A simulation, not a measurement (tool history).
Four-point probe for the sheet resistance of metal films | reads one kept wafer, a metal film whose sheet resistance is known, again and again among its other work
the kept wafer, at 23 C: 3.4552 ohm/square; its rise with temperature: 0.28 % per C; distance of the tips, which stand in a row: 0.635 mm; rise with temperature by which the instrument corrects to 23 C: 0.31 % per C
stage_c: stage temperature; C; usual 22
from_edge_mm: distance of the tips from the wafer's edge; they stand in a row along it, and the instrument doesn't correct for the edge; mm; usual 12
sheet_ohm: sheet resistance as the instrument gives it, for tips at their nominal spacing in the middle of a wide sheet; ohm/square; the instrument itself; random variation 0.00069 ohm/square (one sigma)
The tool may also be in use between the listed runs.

run	day	stage_c	from_edge_mm	sheet_ohm
1	0	22	12	3.4651
2	1.421	22	33	3.461193
3	2.958	22	8	3.471993
4	5.075	22	12	3.466034
5	6.225	22	21	3.461968
6	8.254	26	12	3.46119
7	10.242	22	12	3.46629
8	12.017	22	12	3.465896
9	13.667	22	12	3.467681
10	15.404	22	12	3.467587
11	16.708	22	12	3.467911
12	18.967	22	12	3.467397
13	20.538	22	12	3.468029
14	21.85	22	12	3.468633
15	23.471	22	12	3.468225
16	24.75	22	12	3.468002
17	27.004	22	12	3.468418
18	29.246	22	12	3.470368
19	30.942	33	12	3.45782
20	32.621	22	12	3.46909
21	33.708	22	12	3.470997
# day 34.108: stage's thermometer calibrated
22	35.1	22	12	3.466861
23	36.808	22	12	3.466997
24	38.162	22	20	3.463741
25	39.204	33	17	3.451054
26	41.058	23	13	3.465439
27	42.183	20	6	3.483405
28	44.225	22	6	3.481986
29	45.917	26	4	3.502991
30	48.075	30	7	3.467218
31	49.242	23	3	3.544704
32	50.612	23	3	3.544134
33	52.538	34	12	3.455397
34	53.988	33	29	3.451895
35	56.129	21	23	3.465352
36	57.904	21	23	3.465925
37	59.704	21	53	3.46497
38	61.767	31	56	3.453409
39	63.146	27	31	3.460096
40	64.633	26	31	3.460331
41	65.729	29	3	3.538122
42	66.954	27	20	3.460454
43	69.012	28	8	3.469044
44	70.85	22	16	3.467979

Forecast each of these 4 alternatives for the next run:
A	71.8	33	7	?
B	71.8	27	61	?
C	71.8	24	48	?
D	71.8	33	11	?

run	sheet_ohm
A	3.467891
B	3.460009
C	3.463068
D	3.4586
Without the tool's hidden state the same runs would have given:
run	sheet_ohm
A	3.458623
B	3.450731
C	3.453766
D	3.449356
